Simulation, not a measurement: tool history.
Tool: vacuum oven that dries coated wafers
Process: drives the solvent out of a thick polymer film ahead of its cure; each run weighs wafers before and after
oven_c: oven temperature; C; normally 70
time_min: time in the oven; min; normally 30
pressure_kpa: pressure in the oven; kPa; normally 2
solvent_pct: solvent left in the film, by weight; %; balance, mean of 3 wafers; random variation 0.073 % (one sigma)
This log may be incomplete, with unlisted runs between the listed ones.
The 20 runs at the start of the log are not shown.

| run | hour | oven_c | time_min | pressure_kpa | solvent_pct |
|---|---|---|---|---|---|
| 21 | 337.2 | 70 | 43 | 2 | 3.32 |
| 22 | 349.9 | 70 | 43 | 1.85 | 3.26 |
| 23 | 372 | 70 | 30 | 2 | 5.11 |
| 24 | 392.1 | 75 | 30 | 2 | 3.71 |
| 25 | 411 | 67 | 43 | 2 | 4.04 |
| 26 | 428.4 | 68 | 24 | 2 | 7.26 |
| 27 | 441.2 | 60 | 20 | 3.21 | 11.49 |
| 28 | 457.6 | 57 | 26 | 2.12 | 10.41 |
| 29 | 475.1 | 57 | 26 | 2.12 | 10.49 |
| 30 | 486.7 | 72 | 26 | 1.27 | 5.03 |
| 31 | 497.6 | 72 | 53 | 3.8 | 2.85 |
| 32 | 509.6 | 70 | 19 | 6.08 | 9.26 |

Predict the results of run 33:
| 33 | 533.9 | 70 | 22 | 1.55 | ? |

Logged for run 33: solvent_pct 6.9 %.
On a tool with no hidden condition, and with the same random variation, this run would have come out at solvent_pct 7.2 %.

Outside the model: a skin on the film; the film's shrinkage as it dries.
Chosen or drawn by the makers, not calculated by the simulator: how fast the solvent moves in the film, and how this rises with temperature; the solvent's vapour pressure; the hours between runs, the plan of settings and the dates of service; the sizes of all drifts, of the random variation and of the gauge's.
